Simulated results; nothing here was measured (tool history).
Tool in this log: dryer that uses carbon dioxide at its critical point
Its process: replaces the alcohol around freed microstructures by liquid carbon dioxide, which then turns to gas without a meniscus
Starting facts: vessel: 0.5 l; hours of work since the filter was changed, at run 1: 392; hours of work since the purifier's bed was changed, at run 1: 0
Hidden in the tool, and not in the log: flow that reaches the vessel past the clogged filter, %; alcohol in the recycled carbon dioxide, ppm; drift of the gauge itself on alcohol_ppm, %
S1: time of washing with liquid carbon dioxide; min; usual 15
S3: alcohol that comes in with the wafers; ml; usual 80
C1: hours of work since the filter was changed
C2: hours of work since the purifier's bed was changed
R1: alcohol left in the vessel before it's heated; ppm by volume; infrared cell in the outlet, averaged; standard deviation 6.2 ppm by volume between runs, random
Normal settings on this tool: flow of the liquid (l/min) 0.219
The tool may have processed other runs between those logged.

Run 1, hour 0.0: usual settings; C1 392; C2 0. Result: R1 670 ppm by volume.
Run 2, hour 19.9: usual settings; C1 407; C2 16. Result: R1 708 ppm by volume.
Run 3, hour 51.0: usual settings but flow of the liquid (l/min) 0.225; C1 431; C2 40. Result: R1 656 ppm by volume.
At hour 78.4: inlet filter changed.
Run 4, hour 90.2: usual settings but S3 44 ml; C1 9; C2 69. Result: R1 160 ppm by volume.
Run 5, hour 124.6: usual settings but S3 44 ml; C1 36; C2 96. Result: R1 166 ppm by volume.
Run 6, hour 152.6: usual settings but S3 44 ml; C1 58; C2 118. Result: R1 178 ppm by volume.
Run 7, hour 173.0: usual settings but S3 44 ml; C1 74; C2 134. Result: R1 184 ppm by volume.
Run 8, hour 191.8: usual settings; C1 88; C2 148. Result: R1 324 ppm by volume.
Run 9, hour 215.5: usual settings; C1 107; C2 167. Result: R1 352 ppm by volume.
Run 10, hour 253.0: usual settings but flow of the liquid (l/min) 0.218; C1 136; C2 196. Result: R1 383 ppm by volume.
Run 11, hour 284.2: usual settings; C1 160; C2 220. Result: R1 416 ppm by volume.
Run 12, hour 309.0: usual settings; C1 179; C2 240. Result: R1 428 ppm by volume.
Run 13, hour 350.4: usual settings but flow of the liquid (l/min) 0.155; C1 212; C2 272. Result: R1 2279 ppm by volume.
Run 14, hour 384.5: usual settings but flow of the liquid (l/min) 0.155; C1 238; C2 298. Result: R1 2424 ppm by volume.
Run 15, hour 406.9: usual settings but S1 22 min, S3 26 ml; C1 255; C2 316. Result: R1 64 ppm by volume.
Run 16, hour 430.5: usual settings but S1 22 min, S3 26 ml; C1 274; C2 334. Result: R1 78 ppm by volume.
Run 17, hour 455.8: usual settings but S1 22 min, flow of the liquid (l/min) 0.178, S3 26 ml; C1 293; C2 354. Result: R1 116 ppm by volume.
Run 18, hour 496.2: usual settings but S1 12 min, flow of the liquid (l/min) 0.231, S3 26 ml; C1 325; C2 385. Result: R1 507 ppm by volume.
Run 19, hour 533.1: usual settings but S1 17 min; C1 354; C2 414. Result: R1 350 ppm by volume.
Run 20, hour 554.2: usual settings but S1 10 min, flow of the liquid (l/min) 0.177; C1 370; C2 430. Result: R1 7605 ppm by volume.
Run 21, hour 588.4: usual settings but S1 10 min, flow of the liquid (l/min) 0.177; C1 397; C2 457. Result: R1 8008 ppm by volume.
Run 22, hour 608.6: usual settings but S1 10 min, flow of the liquid (l/min) 0.177; C1 412; C2 472. Result: R1 8192 ppm by volume.
Run 23, hour 638.6: usual settings but S1 10 min, flow of the liquid (l/min) 0.177; C1 436; C2 496. Result: R1 8477 ppm by volume.

Some steps in R1 between neighbouring runs. How much of each would the tool show without its hidden state too (settings, what came in, random variation), and how much is left for the hidden state, with any gauge scatter that isn't in both results?
Run 14 -> 15: S1 15 -> 22, flow of the liquid (l/min) 0.155 -> 0.219, S3 80 -> 26. R1 -2360 ppm by volume: hidden state -807, all else -1553.
Run 19 -> 20: S1 17 -> 10, flow of the liquid (l/min) 0.219 -> 0.177. R1 +7255 ppm by volume: hidden state +2764, all else +4491.
